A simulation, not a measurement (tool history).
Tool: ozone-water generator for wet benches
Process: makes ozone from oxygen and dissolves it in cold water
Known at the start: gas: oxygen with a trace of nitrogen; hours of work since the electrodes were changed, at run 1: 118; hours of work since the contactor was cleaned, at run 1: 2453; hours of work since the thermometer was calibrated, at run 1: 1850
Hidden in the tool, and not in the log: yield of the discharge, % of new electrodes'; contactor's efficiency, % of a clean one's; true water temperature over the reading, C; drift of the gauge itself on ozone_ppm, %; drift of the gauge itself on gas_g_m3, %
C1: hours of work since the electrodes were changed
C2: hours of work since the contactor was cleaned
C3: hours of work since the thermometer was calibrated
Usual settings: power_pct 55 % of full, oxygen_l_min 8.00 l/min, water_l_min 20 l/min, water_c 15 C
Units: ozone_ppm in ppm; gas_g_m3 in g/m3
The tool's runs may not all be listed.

{"run": 1, "hour": 0.0, "power_pct": 55, "oxygen_l_min": 8.0, "water_l_min": 20, "water_c": 15, "C1": 118, "C2": 2453, "C3": 1850, "ozone_ppm": 25.5, "gas_g_m3": 175.0}
{"run": 2, "hour": 23.1, "power_pct": 55, "oxygen_l_min": 8.0, "water_l_min": 20, "water_c": 22, "C1": 134, "C2": 2469, "C3": 1867, "ozone_ppm": 22.4, "gas_g_m3": 174.6}
{"run": 3, "hour": 42.6, "power_pct": 49, "oxygen_l_min": 8.0, "water_l_min": 20, "water_c": 15, "C1": 148, "C2": 2483, "C3": 1880, "ozone_ppm": 23.3, "gas_g_m3": 159.5}
{"run": 4, "hour": 73.8, "power_pct": 49, "oxygen_l_min": 8.0, "water_l_min": 20, "water_c": 15, "C1": 169, "C2": 2505, "C3": 1902, "ozone_ppm": 23.2, "gas_g_m3": 158.4}
{"run": 5, "hour": 117.4, "power_pct": 55, "oxygen_l_min": 8.0, "water_l_min": 20, "water_c": 15, "C1": 200, "C2": 2535, "C3": 1932, "ozone_ppm": 25.0, "gas_g_m3": 173.3}
{"run": 6, "hour": 157.2, "power_pct": 55, "oxygen_l_min": 8.0, "water_l_min": 20, "water_c": 15, "C1": 228, "C2": 2563, "C3": 1960, "ozone_ppm": 25.1, "gas_g_m3": 175.2}
{"run": 7, "hour": 177.9, "power_pct": 55, "oxygen_l_min": 8.0, "water_l_min": 20, "water_c": 15, "C1": 242, "C2": 2577, "C3": 1975, "ozone_ppm": 25.2, "gas_g_m3": 172.9}
{"run": 8, "hour": 203.2, "power_pct": 55, "oxygen_l_min": 8.0, "water_l_min": 20, "water_c": 15, "C1": 260, "C2": 2595, "C3": 1992, "ozone_ppm": 25.0, "gas_g_m3": 171.7}
{"run": 9, "hour": 223.2, "power_pct": 55, "oxygen_l_min": 8.0, "water_l_min": 20, "water_c": 15, "C1": 274, "C2": 2609, "C3": 2006, "ozone_ppm": 25.3, "gas_g_m3": 172.2}
{"run": 10, "hour": 242.4, "power_pct": 55, "oxygen_l_min": 8.0, "water_l_min": 20, "water_c": 15, "C1": 287, "C2": 2622, "C3": 2020, "ozone_ppm": 25.0, "gas_g_m3": 171.6}
{"run": 11, "hour": 271.0, "power_pct": 55, "oxygen_l_min": 8.0, "water_l_min": 20, "water_c": 15, "C1": 307, "C2": 2642, "C3": 2039, "ozone_ppm": 25.2, "gas_g_m3": 173.2}
{"hour": 277.9, "done": "contactor cleaned"}
{"run": 12, "hour": 300.3, "power_pct": 55, "oxygen_l_min": 8.0, "water_l_min": 20, "water_c": 15, "C1": 325, "C2": 16, "C3": 2057, "ozone_ppm": 25.0, "gas_g_m3": 172.6}
{"run": 13, "hour": 327.3, "power_pct": 55, "oxygen_l_min": 8.0, "water_l_min": 13, "water_c": 15, "C1": 343, "C2": 34, "C3": 2076, "ozone_ppm": 32.1, "gas_g_m3": 170.4}
{"run": 14, "hour": 367.1, "power_pct": 55, "oxygen_l_min": 8.0, "water_l_min": 13, "water_c": 15, "C1": 371, "C2": 62, "C3": 2104, "ozone_ppm": 32.5, "gas_g_m3": 174.3}
{"run": 15, "hour": 387.5, "power_pct": 55, "oxygen_l_min": 8.0, "water_l_min": 20, "water_c": 8, "C1": 385, "C2": 76, "C3": 2118, "ozone_ppm": 27.6, "gas_g_m3": 172.3}
{"run": 16, "hour": 420.7, "power_pct": 55, "oxygen_l_min": 8.0, "water_l_min": 20, "water_c": 8, "C1": 409, "C2": 100, "C3": 2141, "ozone_ppm": 27.1, "gas_g_m3": 172.3}
{"run": 17, "hour": 449.8, "power_pct": 55, "oxygen_l_min": 8.0, "water_l_min": 20, "water_c": 8, "C1": 429, "C2": 120, "C3": 2161, "ozone_ppm": 27.2, "gas_g_m3": 171.3}
{"run": 18, "hour": 485.2, "power_pct": 55, "oxygen_l_min": 4.03, "water_l_min": 14, "water_c": 15, "C1": 454, "C2": 145, "C3": 2186, "ozone_ppm": 34.7, "gas_g_m3": 261.5}
{"run": 19, "hour": 504.9, "power_pct": 69, "oxygen_l_min": 13.97, "water_l_min": 20, "water_c": 15, "C1": 467, "C2": 158, "C3": 2200, "ozone_ppm": 25.5, "gas_g_m3": 143.1}
{"hour": 537.1, "done": "contactor cleaned, once more"}
{"run": 20, "hour": 554.3, "power_pct": 94, "oxygen_l_min": 6.01, "water_l_min": 19, "water_c": 17, "C1": 499, "C2": 12, "C3": 2231, "ozone_ppm": 39.4, "gas_g_m3": 300.3}
{"run": 21, "hour": 597.8, "power_pct": 44, "oxygen_l_min": 13.07, "water_l_min": 20, "water_c": 14, "C1": 529, "C2": 42, "C3": 2262, "ozone_ppm": 20.1, "gas_g_m3": 107.1}
{"run": 22, "hour": 642.3, "power_pct": 59, "oxygen_l_min": 8.0, "water_l_min": 26, "water_c": 15, "C1": 560, "C2": 73, "C3": 2293, "ozone_ppm": 21.9, "gas_g_m3": 181.1}
{"run": 23, "hour": 669.8, "power_pct": 59, "oxygen_l_min": 8.0, "water_l_min": 26, "water_c": 15, "C1": 580, "C2": 93, "C3": 2312, "ozone_ppm": 22.0, "gas_g_m3": 181.4}
{"run": 24, "hour": 709.6, "power_pct": 61, "oxygen_l_min": 10.17, "water_l_min": 17, "water_c": 22, "C1": 607, "C2": 120, "C3": 2340, "ozone_ppm": 25.1, "gas_g_m3": 159.1}
{"run": 25, "hour": 730.7, "power_pct": 61, "oxygen_l_min": 10.17, "water_l_min": 17, "water_c": 22, "C1": 622, "C2": 135, "C3": 2354, "ozone_ppm": 25.1, "gas_g_m3": 157.5}
{"run": 26, "hour": 776.4, "power_pct": 90, "oxygen_l_min": 4.95, "water_l_min": 20, "water_c": 14, "C1": 654, "C2": 167, "C3": 2386, "ozone_ppm": 37.8, "gas_g_m3": 328.2}
{"run": 27, "hour": 799.3, "power_pct": 85, "oxygen_l_min": 8.03, "water_l_min": 15, "water_c": 13, "C1": 670, "C2": 183, "C3": 2402, "ozone_ppm": 43.4, "gas_g_m3": 233.5}
{"run": 28, "hour": 841.1, "power_pct": 85, "oxygen_l_min": 8.03, "water_l_min": 15, "water_c": 13, "C1": 699, "C2": 212, "C3": 2431, "ozone_ppm": 42.9, "gas_g_m3": 233.1}
{"run": 29, "hour": 881.0, "power_pct": 69, "oxygen_l_min": 4.05, "water_l_min": 19, "water_c": 9, "C1": 727, "C2": 240, "C3": 2459, "ozone_ppm": 34.9, "gas_g_m3": 304.6}
{"run": 30, "hour": 906.7, "power_pct": 69, "oxygen_l_min": 4.05, "water_l_min": 19, "water_c": 9, "C1": 745, "C2": 258, "C3": 2477, "ozone_ppm": 35.4, "gas_g_m3": 307.8}
{"run": 31, "hour": 934.6, "power_pct": 69, "oxygen_l_min": 10.42, "water_l_min": 28, "water_c": 9, "C1": 764, "C2": 277, "C3": 2497, "ozone_ppm": 24.5, "gas_g_m3": 169.7}
{"run": 32, "hour": 970.8, "power_pct": 42, "oxygen_l_min": 11.29, "water_l_min": 20, "water_c": 22, "C1": 789, "C2": 303, "C3": 2522, "ozone_ppm": 16.9, "gas_g_m3": 112.3}
{"run": 33, "hour": 994.5, "power_pct": 42, "oxygen_l_min": 11.29, "water_l_min": 20, "water_c": 22, "C1": 806, "C2": 319, "C3": 2538, "ozone_ppm": 17.0, "gas_g_m3": 113.7}
{"run": 34, "hour": 1021.7, "power_pct": 71, "oxygen_l_min": 11.29, "water_l_min": 20, "water_c": 13, "C1": 825, "C2": 338, "C3": 2557, "ozone_ppm": 29.3, "gas_g_m3": 165.0}

The same runs without the tool's hidden state, with the same run-to-run variation:
run=1 ozone_ppm=26.4 gas_g_m3=176.5
run=2 ozone_ppm=23.2 gas_g_m3=176.2
run=3 ozone_ppm=24.2 gas_g_m3=160.8
run=4 ozone_ppm=24.1 gas_g_m3=159.9
run=5 ozone_ppm=26.0 gas_g_m3=175.3
run=6 ozone_ppm=26.2 gas_g_m3=177.3
run=7 ozone_ppm=26.3 gas_g_m3=175.1
run=8 ozone_ppm=26.1 gas_g_m3=174.0
run=9 ozone_ppm=26.4 gas_g_m3=174.6
run=10 ozone_ppm=26.1 gas_g_m3=174.1
run=11 ozone_ppm=26.4 gas_g_m3=175.8
run=12 ozone_ppm=26.6 gas_g_m3=175.2
run=13 ozone_ppm=33.9 gas_g_m3=173.1
run=14 ozone_ppm=34.3 gas_g_m3=177.2
run=15 ozone_ppm=29.5 gas_g_m3=175.2
run=16 ozone_ppm=29.0 gas_g_m3=175.4
run=17 ozone_ppm=29.0 gas_g_m3=174.4
run=18 ozone_ppm=36.7 gas_g_m3=266.5
run=19 ozone_ppm=27.4 gas_g_m3=146.5
run=20 ozone_ppm=41.0 gas_g_m3=309.5
run=21 ozone_ppm=20.7 gas_g_m3=108.9
run=22 ozone_ppm=22.6 gas_g_m3=185.5
run=23 ozone_ppm=22.8 gas_g_m3=185.9
run=24 ozone_ppm=26.0 gas_g_m3=163.3
run=25 ozone_ppm=26.0 gas_g_m3=161.8
run=26 ozone_ppm=39.6 gas_g_m3=340.4
run=27 ozone_ppm=45.5 gas_g_m3=242.0
run=28 ozone_ppm=44.9 gas_g_m3=241.9
run=29 ozone_ppm=36.4 gas_g_m3=314.9
run=30 ozone_ppm=36.9 gas_g_m3=318.4
run=31 ozone_ppm=25.7 gas_g_m3=175.7
run=32 ozone_ppm=17.5 gas_g_m3=114.9
run=33 ozone_ppm=17.6 gas_g_m3=116.3
run=34 ozone_ppm=30.8 gas_g_m3=171.3

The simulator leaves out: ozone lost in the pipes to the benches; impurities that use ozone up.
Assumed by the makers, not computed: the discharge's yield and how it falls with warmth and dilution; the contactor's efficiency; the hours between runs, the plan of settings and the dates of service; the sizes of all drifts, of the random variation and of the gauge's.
